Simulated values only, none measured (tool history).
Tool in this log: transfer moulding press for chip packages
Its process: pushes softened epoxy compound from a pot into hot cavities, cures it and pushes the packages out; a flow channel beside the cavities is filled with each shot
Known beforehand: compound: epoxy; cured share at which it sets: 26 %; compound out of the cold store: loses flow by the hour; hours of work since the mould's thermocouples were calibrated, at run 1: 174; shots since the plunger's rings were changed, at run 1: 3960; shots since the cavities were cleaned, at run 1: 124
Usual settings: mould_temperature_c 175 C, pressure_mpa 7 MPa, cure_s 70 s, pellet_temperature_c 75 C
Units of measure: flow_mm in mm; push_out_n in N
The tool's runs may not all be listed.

run,hour,mould_temperature_c,pressure_mpa,cure_s,pellet_temperature_c,hours of work since the mould's thermocouples were calibrated,shots since the plunger's rings were changed,shots since the cavities were cleaned,incoming compound's hours out of the cold store,flow_mm,push_out_n
1,0,175,7,70,75,174,3960,124,36.3,805,444
2,7.4,175,7,70,75,178,4039,203,35.7,811,472
3,15,175,7,70,75,181,4122,286,22.1,851,526
4,21.1,175,7,70,75,184,4189,353,12.1,882,555
# hour 28.2: cavities cleaned with cleaning compound and waxed
5,29.7,178,7,70,75,187,4265,16,28.2,816,308
6,39,178,7,70,75,191,4366,117,34.4,792,356
7,44.8,175,8.74,70,75,194,4429,180,11.5,992,511
8,48.9,175,7,70,69,196,4474,225,39.3,795,491
9,58.3,169,7,70,75,200,4576,327,26,859,872
# hour 67.5: cavities cleaned with cleaning compound and waxed
10,67.5,175,7,70,75,203,4659,0,17.9,859,369
11,76.3,175,7,70,79,207,4755,96,23.9,844,434
12,85.5,175,7,70,79,211,4854,195,30.2,820,470
13,91.9,175,7,70,79,214,4924,265,45.3,774,496
14,97.3,175,7,70,79,217,4982,323,16.7,863,553
15,102.5,175,7,70,79,219,5039,380,16.1,860,578
# hour 106.9: cavities cleaned with cleaning compound and waxed
16,111.3,175,7,70,79,222,5117,47,11.9,874,429
17,116.3,175,7,70,79,225,5172,102,36,798,444
18,124.9,180,7,99,75,228,5265,195,43.5,758,305
# hour 132.4: plunger's sealing rings changed
19,133.9,180,6.3,56,76,231,17,266,8.3,868,670
20,141.5,180,5.46,56,77,235,99,348,25.6,752,669
# hour 148.9: cavities cleaned with cleaning compound and waxed
21,149,175,6.69,79,81,237,164,1,19.4,872,284
22,156.9,175,7,88,75,241,250,87,19.4,891,298
23,165.6,178,7.52,97,67,245,344,181,15,929,299

Expected results for the next run?
24,170.4,174,6.04,98,68,247,396,233,25.5,?,?

flow_mm: 817 mm
push_out_n: 335 N
Minus the tool's unlogged condition, the same run would have read flow_mm 823 mm, push_out_n 244 N.
